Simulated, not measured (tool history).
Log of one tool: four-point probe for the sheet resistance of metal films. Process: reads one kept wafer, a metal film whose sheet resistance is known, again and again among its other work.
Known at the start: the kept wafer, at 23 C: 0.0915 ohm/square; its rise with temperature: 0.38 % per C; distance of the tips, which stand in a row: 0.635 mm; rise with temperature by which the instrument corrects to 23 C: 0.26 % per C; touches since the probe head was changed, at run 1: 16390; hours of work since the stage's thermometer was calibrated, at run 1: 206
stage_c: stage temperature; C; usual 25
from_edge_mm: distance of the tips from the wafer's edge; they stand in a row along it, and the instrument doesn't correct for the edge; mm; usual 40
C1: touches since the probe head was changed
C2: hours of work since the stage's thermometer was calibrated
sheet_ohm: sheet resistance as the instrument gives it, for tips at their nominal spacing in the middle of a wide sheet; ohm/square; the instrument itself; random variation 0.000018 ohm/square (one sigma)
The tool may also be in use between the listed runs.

Run 1, day 0.000: usual settings; C1 16390; C2 206. Result: sheet_ohm 0.091242 ohm/square.
Run 2, day 2.854: usual settings; C1 20617; C2 259. Result: sheet_ohm 0.091345 ohm/square.
Run 3, day 7.454: usual settings but stage_c 30 C; C1 27438; C2 344. Result: sheet_ohm 0.091980 ohm/square.
Run 4, day 12.146: usual settings but stage_c 30 C; C1 34390; C2 431. Result: sheet_ohm 0.092022 ohm/square.
Run 5, day 15.704: usual settings but stage_c 30 C, from_edge_mm 21 mm; C1 39662; C2 498. Result: sheet_ohm 0.092167 ohm/square.
Run 6, day 19.200: usual settings but stage_c 23 C, from_edge_mm 21 mm; C1 44844; C2 563. Result: sheet_ohm 0.091443 ohm/square.
Run 7, day 23.217: usual settings; C1 50797; C2 637. Result: sheet_ohm 0.091684 ohm/square.
Run 8, day 26.196: usual settings; C1 55214; C2 693. Result: sheet_ohm 0.091768 ohm/square.
Run 9, day 30.754: usual settings; C1 61972; C2 777. Result: sheet_ohm 0.091853 ohm/square.
Run 10, day 33.621: usual settings; C1 66221; C2 831. Result: sheet_ohm 0.091868 ohm/square.
Run 11, day 37.888: usual settings; C1 72542; C2 910. Result: sheet_ohm 0.091982 ohm/square.
Run 12, day 42.596: usual settings; C1 79522; C2 998. Result: sheet_ohm 0.092035 ohm/square.
Run 13, day 45.817: usual settings but stage_c 21 C; C1 84291; C2 1057. Result: sheet_ohm 0.091634 ohm/square.
At day 50.038: new probe head fitted.
Run 14, day 50.588: usual settings; C1 815; C2 1145. Result: sheet_ohm 0.092055 ohm/square.
Run 15, day 53.642: usual settings but stage_c 23 C; C1 5343; C2 1202. Result: sheet_ohm 0.091853 ohm/square.
Run 16, day 55.942: usual settings but stage_c 23 C; C1 8751; C2 1245. Result: sheet_ohm 0.091882 ohm/square.
Run 17, day 59.033: usual settings but stage_c 23 C; C1 13332; C2 1302. Result: sheet_ohm 0.091953 ohm/square.
Run 18, day 61.142: usual settings but stage_c 23 C; C1 16457; C2 1342. Result: sheet_ohm 0.091982 ohm/square.
Run 19, day 63.988: usual settings but stage_c 23 C, from_edge_mm 10 mm; C1 20675; C2 1394. Result: sheet_ohm 0.092248 ohm/square.
Run 20, day 67.758: usual settings but stage_c 31 C, from_edge_mm 7 mm; C1 26262; C2 1465. Result: sheet_ohm 0.093432 ohm/square.
Run 21, day 72.538: usual settings but stage_c 22 C, from_edge_mm 67 mm; C1 33346; C2 1553. Result: sheet_ohm 0.092087 ohm/square.
Run 22, day 75.546: usual settings but from_edge_mm 13 mm; C1 37802; C2 1609. Result: sheet_ohm 0.092589 ohm/square.
Run 23, day 78.317: usual settings but from_edge_mm 13 mm; C1 41910; C2 1661. Result: sheet_ohm 0.092642 ohm/square.
Run 24, day 82.229: usual settings but from_edge_mm 13 mm; C1 47710; C2 1734. Result: sheet_ohm 0.092704 ohm/square.
Run 25, day 85.371: usual settings but stage_c 29 C, from_edge_mm 4 mm; C1 52367; C2 1792. Result: sheet_ohm 0.094312 ohm/square.
Run 26, day 89.517: usual settings but stage_c 24 C, from_edge_mm 7 mm; C1 58511; C2 1869. Result: sheet_ohm 0.093002 ohm/square.
Run 27, day 93.842: usual settings but stage_c 24 C, from_edge_mm 7 mm; C1 64922; C2 1950. Result: sheet_ohm 0.093107 ohm/square.
Run 28, day 98.217: usual settings but stage_c 27 C, from_edge_mm 65 mm; C1 71401; C2 2031. Result: sheet_ohm 0.093093 ohm/square.
Run 29, day 101.612: usual settings but stage_c 27 C, from_edge_mm 65 mm; C1 76435; C2 2094. Result: sheet_ohm 0.093167 ohm/square.

5 ways to go on from here, each from the tool as it stands after run 29. What would each give?
Run A, day 106.029: usual settings but stage_c 28 C, from_edge_mm 14 mm; C1 82980; C2 2176. Result: sheet_ohm ?.
Run B, day 106.029: usual settings but stage_c 18 C, from_edge_mm 6 mm; C1 82980; C2 2176. Result: sheet_ohm ?.
Run C, day 106.029: usual settings but stage_c 23 C, from_edge_mm 17 mm; C1 82980; C2 2176. Result: sheet_ohm ?.
Run D, day 106.029: usual settings but stage_c 34 C, from_edge_mm 46 mm; C1 82980; C2 2176. Result: sheet_ohm ?.
Run E, day 106.029: usual settings but from_edge_mm 33 mm; C1 82980; C2 2176. Result: sheet_ohm ?.

run  sheet_ohm
  A   0.093436
  B   0.092718
  C   0.092858
  D   0.094023
  E   0.093014
Without the tool's hidden state the same runs would have given:
run  sheet_ohm
  A   0.092159
  B   0.091443
  C   0.091585
  D   0.092742
  E   0.091740
